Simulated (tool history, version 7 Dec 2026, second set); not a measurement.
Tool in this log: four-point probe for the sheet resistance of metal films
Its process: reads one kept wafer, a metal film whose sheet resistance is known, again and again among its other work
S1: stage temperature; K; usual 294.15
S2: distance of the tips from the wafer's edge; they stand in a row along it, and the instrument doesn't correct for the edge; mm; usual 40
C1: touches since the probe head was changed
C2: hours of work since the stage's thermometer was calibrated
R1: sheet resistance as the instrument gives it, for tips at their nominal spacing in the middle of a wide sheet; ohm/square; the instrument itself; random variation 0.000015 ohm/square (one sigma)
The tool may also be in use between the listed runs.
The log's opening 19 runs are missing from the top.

run	hour	S1	S2	C1	C2	R1
20	265	294.15	42	14875	333	0.073944
21	275.2	295.15	42	15169	340	0.073957
22	291.2	295.15	42	15632	352	0.0739
23	310.2	292.15	26	16181	365	0.07398
24	326.8	293.15	41	16661	377	0.073932
25	342.2	293.15	41	17104	388	0.07394
26	352.5	293.15	41	17402	396	0.073917
27	361.2	298.15	13	17654	402	0.074147
28	380.8	296.15	67	18220	416	0.073892
29	397.4	296.15	67	18700	428	0.073898
30	413.6	292.15	3	19166	440	0.078032
31	433.3	292.15	3	19737	454	0.07807
32	449.3	292.15	3	20197	466	0.07804
33	466.2	292.15	3	20687	478	0.078072
34	477	307.15	11	20998	486	0.074228
35	490	307.15	11	21373	495	0.074199
36	499.1	296.15	3	21637	502	0.078079
37	513.4	296.15	29	22048	512	0.073974
38	523.2	296.15	29	22331	519	0.073971
39	543.1	300.15	4	22906	533	0.076296
40	563	301.15	40	23481	548	0.073933
41	576.6	301.15	40	23873	558	0.073924
42	587.1	301.15	40	24177	565	0.073949
43	606.2	295.15	11	24729	579	0.074248
44	621	300.15	11	25155	590	0.074226

Predict each of these 4 candidate next runs independently; none follows another, all start after run 44:
A	638.9	296.15	18	25674	603	?
B	638.9	300.15	22	25674	603	?
C	638.9	301.15	4	25674	603	?
D	638.9	307.15	40	25674	603	?

run	R1
A	0.074024
B	0.073976
C	0.076288
D	0.073941
Had the tool no hidden state, the same runs would have come out as:
run	R1
A	0.074019
B	0.073971
C	0.076282
D	0.073936
